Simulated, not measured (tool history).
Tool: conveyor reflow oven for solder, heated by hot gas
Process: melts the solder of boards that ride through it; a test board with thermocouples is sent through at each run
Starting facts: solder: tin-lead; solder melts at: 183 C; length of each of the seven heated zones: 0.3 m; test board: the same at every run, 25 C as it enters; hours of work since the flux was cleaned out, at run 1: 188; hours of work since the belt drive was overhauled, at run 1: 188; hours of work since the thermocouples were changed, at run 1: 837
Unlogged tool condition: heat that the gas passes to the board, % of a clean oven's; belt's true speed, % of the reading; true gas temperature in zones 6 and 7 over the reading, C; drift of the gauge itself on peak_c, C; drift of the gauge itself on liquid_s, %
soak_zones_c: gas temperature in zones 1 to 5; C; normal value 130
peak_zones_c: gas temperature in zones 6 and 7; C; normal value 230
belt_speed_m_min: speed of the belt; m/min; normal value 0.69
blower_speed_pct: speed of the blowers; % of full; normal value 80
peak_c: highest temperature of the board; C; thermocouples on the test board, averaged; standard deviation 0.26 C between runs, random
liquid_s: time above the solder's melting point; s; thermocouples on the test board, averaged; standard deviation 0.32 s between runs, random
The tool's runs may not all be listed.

| run | hour | soak_zones_c | peak_zones_c | belt_speed_m_min | blower_speed_pct | hours of work since the flux was cleaned out | hours of work since the belt drive was overhauled | hours of work since the thermocouples were changed | peak_c | liquid_s |
|---|---|---|---|---|---|---|---|---|---|---|
| 1 | 0 | 130 | 230 | 0.69 | 80 | 188 | 188 | 837 | 209.4 | 32.1 |
| 2 | 13.9 | 130 | 230 | 0.69 | 80 | 198 | 198 | 848 | 209.2 | 31.8 |
| 3 | 32.6 | 126 | 230 | 0.69 | 80 | 212 | 212 | 861 | 208.1 | 30.8 |
| 4 | 53.4 | 130 | 230 | 0.69 | 80 | 227 | 227 | 876 | 208.6 | 32.1 |
| 5 | 76.9 | 130 | 230 | 0.69 | 80 | 244 | 244 | 894 | 208.9 | 32.3 |
| 6 | 94.8 | 130 | 230 | 0.701 | 80 | 257 | 257 | 907 | 208.5 | 30.9 |
| 7 | 120.5 | 130 | 230 | 0.701 | 80 | 276 | 276 | 925 | 208.4 | 30.9 |
| 8 | 139.4 | 130 | 230 | 0.701 | 80 | 290 | 290 | 939 | 208.5 | 30.2 |
| 9 | 170.1 | 130 | 230 | 0.701 | 80 | 312 | 312 | 962 | 208.6 | 30.7 |
| 10 | 184.7 | 118 | 230 | 0.69 | 80 | 323 | 323 | 972 | 206.7 | 27.8 |
| 11 | 202.1 | 117 | 238 | 0.69 | 80 | 335 | 335 | 985 | 212.8 | 31.7 |
| 12 | 215.2 | 129 | 228 | 0.665 | 54 | 345 | 345 | 995 | 199 | 22.8 |
| 13 | 231.7 | 125 | 228 | 0.572 | 69 | 357 | 357 | 1007 | 209.5 | 38.3 |
| 14 | 263.1 | 131 | 232 | 0.572 | 89 | 380 | 380 | 1030 | 218.4 | 46.3 |
| 15 | 290.7 | 131 | 232 | 0.572 | 89 | 400 | 400 | 1050 | 219.1 | 46.8 |
| 16 | 312.3 | 121 | 224 | 0.572 | 52 | 416 | 416 | 1066 | 199 | 26.1 |
|  | 328.2 | flux residue cleaned out of gas plates and filters |
| 17 | 337.8 | 130 | 219 | 0.69 | 80 | 7 | 431 | 1081 | 199.9 | 24.7 |
|  | 345.1 | thermocouples of zones 6 and 7 changed |
| 18 | 361.6 | 140 | 227 | 0.69 | 80 | 23 | 447 | 12 | 208 | 34.1 |
| 19 | 390.2 | 137 | 230 | 0.805 | 80 | 44 | 468 | 33 | 205.1 | 24.7 |

Branching from run 19: 3 alternative next runs. What would each branch give?
| A | 411.9 | 142 | 230 | 0.672 | 65 | 60 | 483 | 49 | ? | ? |
| B | 411.9 | 118 | 230 | 0.69 | 77 | 60 | 483 | 49 | ? | ? |
| C | 411.9 | 137 | 240 | 0.585 | 80 | 60 | 483 | 49 | ? | ? |

| run | peak_c | liquid_s |
|---|---|---|
| A | 207.8 | 33.6 |
| B | 205.9 | 26.6 |
| C | 224 | 50.5 |
Take away the tool's hidden state, keep each run's random variation, and the runs would have read:
| run | peak_c | liquid_s |
|---|---|---|
| A | 207.8 | 33.6 |
| B | 205.9 | 26.6 |
| C | 224 | 50.5 |
